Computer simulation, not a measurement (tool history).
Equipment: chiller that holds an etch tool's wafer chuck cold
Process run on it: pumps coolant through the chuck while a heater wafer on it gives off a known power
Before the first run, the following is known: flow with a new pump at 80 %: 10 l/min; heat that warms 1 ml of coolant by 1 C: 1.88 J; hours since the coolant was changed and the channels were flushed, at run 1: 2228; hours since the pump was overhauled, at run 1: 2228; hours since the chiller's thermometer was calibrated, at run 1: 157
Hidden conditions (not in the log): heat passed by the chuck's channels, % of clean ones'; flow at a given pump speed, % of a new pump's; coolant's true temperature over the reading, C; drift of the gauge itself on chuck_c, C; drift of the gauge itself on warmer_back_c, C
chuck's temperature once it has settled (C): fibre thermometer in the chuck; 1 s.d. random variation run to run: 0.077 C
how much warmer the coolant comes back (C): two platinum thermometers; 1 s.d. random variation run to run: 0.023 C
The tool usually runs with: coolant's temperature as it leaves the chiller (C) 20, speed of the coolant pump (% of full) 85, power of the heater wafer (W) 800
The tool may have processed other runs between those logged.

run,hour,coolant's temperature as it leaves the chiller (C),speed of the coolant pump (% of full),power of the heater wafer (W),hours since the coolant was changed and the channels were flushed,hours since the pump was overhauled,hours since the chiller's thermometer was calibrated,chuck's temperature once it has settled (C),how much warmer the coolant comes back (C)
1,0.0,20,85,800,2228,2228,157,25.18,2.42
2,126.0,20,85,800,2354,2354,283,25.17,2.37
3,278.9,20,85,800,2507,2507,436,25.19,2.30
4,415.9,20,85,800,2644,2644,573,25.20,2.27
5,489.8,20,85,800,2718,2718,647,25.21,2.21
6,582.4,20,85,800,2810,2810,740,25.13,2.26
7,722.3,20,85,800,2950,2950,880,25.12,2.12
8,786.7,20,85,800,3014,3014,944,25.09,2.17
9,924.0,20,85,800,3152,3152,1081,25.14,2.02
10,1026.2,20,85,800,3254,3254,1184,25.11,2.05
11,1126.1,20,81,800,3354,3354,1284,25.42,2.13
12,1241.1,20,70,800,3469,3469,1399,26.18,2.51
# hour 1326.1: gauge calibrated
13,1374.6,20,85,493,3602,3602,1532,23.23,1.47
14,1465.2,20,85,493,3693,3693,1623,23.22,1.44
15,1549.8,20,85,493,3778,3778,1707,23.24,1.41
16,1624.2,20,85,493,3852,3852,1782,23.19,1.40
17,1758.4,28,85,642,3986,3986,1916,32.15,1.79
18,1844.0,30,87,681,4072,4072,2001,34.25,1.83
19,1955.2,30,87,681,4183,4183,2113,34.47,1.76
20,2075.9,28,73,947,4304,4304,2233,35.04,3.06
21,2167.7,28,73,947,4395,4395,2325,35.02,3.03
22,2239.6,25,79,800,4467,4467,2397,30.38,2.24
23,2308.6,25,79,800,4536,4536,2466,30.60,2.19
24,2428.9,10,75,476,4657,4657,2586,13.45,1.19
# hour 2524.8: coolant changed, channels flushed
25,2554.8,18,77,800,30,4777,2706,23.63,2.25
26,2628.4,15,73,446,104,4850,2780,18.19,1.13
27,2725.8,15,73,446,201,4948,2877,18.24,1.08
28,2850.0,14,83,446,325,5072,3001,16.89,0.88
29,2987.6,14,85,448,463,5209,3139,16.95,0.78
30,3107.4,11,71,506,583,5329,3259,14.86,1.20
31,3230.8,12,85,638,706,5453,3382,16.16,1.22

Alternative continuations, all from the tool just after run 31; predict every row:
A,3295.9,20,85,530,771,5518,3447,?,?
B,3295.9,20,78,800,771,5518,3447,?,?
C,3295.9,20,85,543,771,5518,3447,?,?
D,3295.9,20,93,688,771,5518,3447,?,?
E,3295.9,22,85,409,771,5518,3447,?,?

run,chuck's temperature once it has settled (C),how much warmer the coolant comes back (C)
A,23.44,0.88
B,25.61,1.95
C,23.42,0.93
D,24.15,1.25
E,24.64,0.53
Without the tool's unlogged condition, the same runs would have read:
run,chuck's temperature once it has settled (C),how much warmer the coolant comes back (C)
A,23.42,1.56
B,25.59,2.63
C,23.40,1.61
D,24.13,1.92
E,24.63,1.21
